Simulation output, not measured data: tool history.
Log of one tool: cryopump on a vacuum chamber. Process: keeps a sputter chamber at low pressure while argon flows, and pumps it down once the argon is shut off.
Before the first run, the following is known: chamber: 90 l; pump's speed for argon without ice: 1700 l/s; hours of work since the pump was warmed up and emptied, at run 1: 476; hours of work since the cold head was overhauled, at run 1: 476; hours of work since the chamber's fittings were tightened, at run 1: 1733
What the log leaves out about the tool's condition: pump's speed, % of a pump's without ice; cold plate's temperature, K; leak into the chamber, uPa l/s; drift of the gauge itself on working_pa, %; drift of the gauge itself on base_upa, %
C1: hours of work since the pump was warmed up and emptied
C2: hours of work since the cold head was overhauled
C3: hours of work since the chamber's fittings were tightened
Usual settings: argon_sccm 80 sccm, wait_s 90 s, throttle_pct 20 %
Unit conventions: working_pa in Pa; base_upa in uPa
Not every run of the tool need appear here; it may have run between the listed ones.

Run 1, hour 0.0: usual settings; C1 476; C2 476; C3 1733. Result: working_pa 0.4074 Pa, base_upa 1.50 uPa.
Run 2, hour 54.1: usual settings; C1 503; C2 503; C3 1760. Result: working_pa 0.4097 Pa, base_upa 1.54 uPa.
Run 3, hour 107.6: usual settings; C1 530; C2 530; C3 1786. Result: working_pa 0.4092 Pa, base_upa 1.54 uPa.
Run 4, hour 132.4: usual settings but wait_s 113 s; C1 542; C2 542; C3 1798. Result: working_pa 0.4085 Pa, base_upa 1.39 uPa.
Run 5, hour 176.7: usual settings but wait_s 113 s; C1 564; C2 564; C3 1820. Result: working_pa 0.4084 Pa, base_upa 1.38 uPa.
Run 6, hour 227.5: usual settings but wait_s 41 s; C1 589; C2 589; C3 1845. Result: working_pa 0.4093 Pa, base_upa 2.35 uPa.
Run 7, hour 260.4: usual settings but wait_s 41 s; C1 605; C2 605; C3 1862. Result: working_pa 0.4094 Pa, base_upa 2.34 uPa.
Run 8, hour 296.6: usual settings but wait_s 41 s; C1 623; C2 623; C3 1880. Result: working_pa 0.4094 Pa, base_upa 2.35 uPa.
Run 9, hour 326.7: usual settings but wait_s 41 s; C1 638; C2 638; C3 1895. Result: working_pa 0.4107 Pa, base_upa 2.39 uPa.
Run 10, hour 353.3: usual settings but wait_s 41 s; C1 651; C2 651; C3 1908. Result: working_pa 0.4122 Pa, base_upa 2.40 uPa.
Run 11, hour 406.8: usual settings but throttle_pct 33 %; C1 678; C2 678; C3 1934. Result: working_pa 0.2558 Pa, base_upa 1.59 uPa.
Run 12, hour 447.6: usual settings but throttle_pct 33 %; C1 698; C2 698; C3 1954. Result: working_pa 0.2570 Pa, base_upa 1.54 uPa.
Run 13, hour 480.8: usual settings; C1 714; C2 714; C3 1971. Result: working_pa 0.4138 Pa, base_upa 1.58 uPa.
Run 14, hour 524.8: usual settings; C1 736; C2 736; C3 1993. Result: working_pa 0.4118 Pa, base_upa 1.66 uPa.
Run 15, hour 554.1: usual settings but throttle_pct 26 %; C1 750; C2 750; C3 2007. Result: working_pa 0.3219 Pa, base_upa 1.57 uPa.
Run 16, hour 603.1: usual settings but wait_s 55 s; C1 775; C2 775; C3 2031. Result: working_pa 0.4128 Pa, base_upa 2.06 uPa.
Run 17, hour 629.4: usual settings; C1 788; C2 788; C3 2044. Result: working_pa 0.4139 Pa, base_upa 1.63 uPa.
Run 18, hour 669.7: usual settings; C1 808; C2 808; C3 2064. Result: working_pa 0.4159 Pa, base_upa 1.68 uPa.
Run 19, hour 730.9: usual settings; C1 838; C2 838; C3 2094. Result: working_pa 0.4158 Pa, base_upa 1.67 uPa.
Run 20, hour 776.2: usual settings but argon_sccm 57 sccm; C1 860; C2 860; C3 2117. Result: working_pa 0.2960 Pa, base_upa 1.62 uPa.
Run 21, hour 824.1: usual settings but argon_sccm 61 sccm, wait_s 216 s, throttle_pct 34 %; C1 884; C2 884; C3 2141. Result: working_pa 0.1929 Pa, base_upa 1.35 uPa.
Run 22, hour 877.6: usual settings but argon_sccm 47 sccm, wait_s 20 s; C1 910; C2 910; C3 2167. Result: working_pa 0.2448 Pa, base_upa 4.12 uPa.
Run 23, hour 936.0: usual settings but wait_s 191 s, throttle_pct 22 %; C1 939; C2 939; C3 2196. Result: working_pa 0.3819 Pa, base_upa 1.43 uPa.
Run 24, hour 985.9: usual settings but argon_sccm 83 sccm, wait_s 182 s, throttle_pct 16 %; C1 964; C2 964; C3 2221. Result: working_pa 0.5359 Pa, base_upa 1.40 uPa.
Run 25, hour 1046.1: usual settings but argon_sccm 71 sccm, wait_s 32 s, throttle_pct 32 %; C1 994; C2 994; C3 2250. Result: working_pa 0.2383 Pa, base_upa 3.03 uPa.
Run 26, hour 1106.1: usual settings but wait_s 46 s, throttle_pct 23 %; C1 1024; C2 1024; C3 2280. Result: working_pa 0.3661 Pa, base_upa 2.44 uPa.
Run 27, hour 1150.2: usual settings but argon_sccm 86 sccm, wait_s 46 s, throttle_pct 29 %; C1 1045; C2 1045; C3 2302. Result: working_pa 0.3181 Pa, base_upa 2.53 uPa.
Run 28, hour 1179.1: usual settings but argon_sccm 42 sccm, wait_s 178 s; C1 1060; C2 1060; C3 2316. Result: working_pa 0.2204 Pa, base_upa 1.51 uPa.
Run 29, hour 1237.6: usual settings but argon_sccm 95 sccm, wait_s 247 s, throttle_pct 49 %; C1 1089; C2 1089; C3 2345. Result: working_pa 0.2215 Pa, base_upa 1.46 uPa.
Run 30, hour 1262.2: usual settings but argon_sccm 41 sccm, wait_s 43 s, throttle_pct 55 %; C1 1101; C2 1101; C3 2357. Result: working_pa 0.0862 Pa, base_upa 2.59 uPa.
Run 31, hour 1292.5: usual settings but argon_sccm 134 sccm; C1 1116; C2 1116; C3 2372. Result: working_pa 0.7094 Pa, base_upa 1.77 uPa.
At hour 1336.9: pump warmed up, emptied and cooled again.
Run 32, hour 1354.8: usual settings but argon_sccm 99 sccm, throttle_pct 40 %; C1 9; C2 1144; C3 2401. Result: working_pa 0.2504 Pa, base_upa 1.59 uPa.
Run 33, hour 1386.1: usual settings but throttle_pct 41 %; C1 24; C2 1160; C3 2416. Result: working_pa 0.1972 Pa, base_upa 1.60 uPa.

Below are 5 alternative next runs, each starting from the tool's condition after run 33. Predict each:
Run A, hour 1436.2: usual settings but argon_sccm 32 sccm, throttle_pct 27 %; C1 49; C2 1184; C3 2441. Result: working_pa ?, base_upa ?.
Run B, hour 1436.2: usual settings but wait_s 61 s; C1 49; C2 1184; C3 2441. Result: working_pa ?, base_upa ?.
Run C, hour 1436.2: usual settings but argon_sccm 40 sccm, wait_s 84 s, throttle_pct 51 %; C1 49; C2 1184; C3 2441. Result: working_pa ?, base_upa ?.
Run D, hour 1436.2: usual settings but argon_sccm 52 sccm, wait_s 125 s, throttle_pct 32 %; C1 49; C2 1184; C3 2441. Result: working_pa ?, base_upa ?.
Run E, hour 1436.2: usual settings but argon_sccm 127 sccm, throttle_pct 52 %; C1 49; C2 1184; C3 2441. Result: working_pa ?, base_upa ?.

run  working_pa  base_upa
  A      0.1195      1.63
  B      0.4001      1.98
  C      0.0791      1.64
  D      0.1641      1.48
  E      0.2472      1.60
Stripped of hidden state, with their random variation kept, the same runs would have yielded:
run  working_pa  base_upa
  A      0.1182      0.86
  B      0.3968      1.20
  C      0.0774      0.89
  D      0.1619      0.70
  E      0.2419      0.82
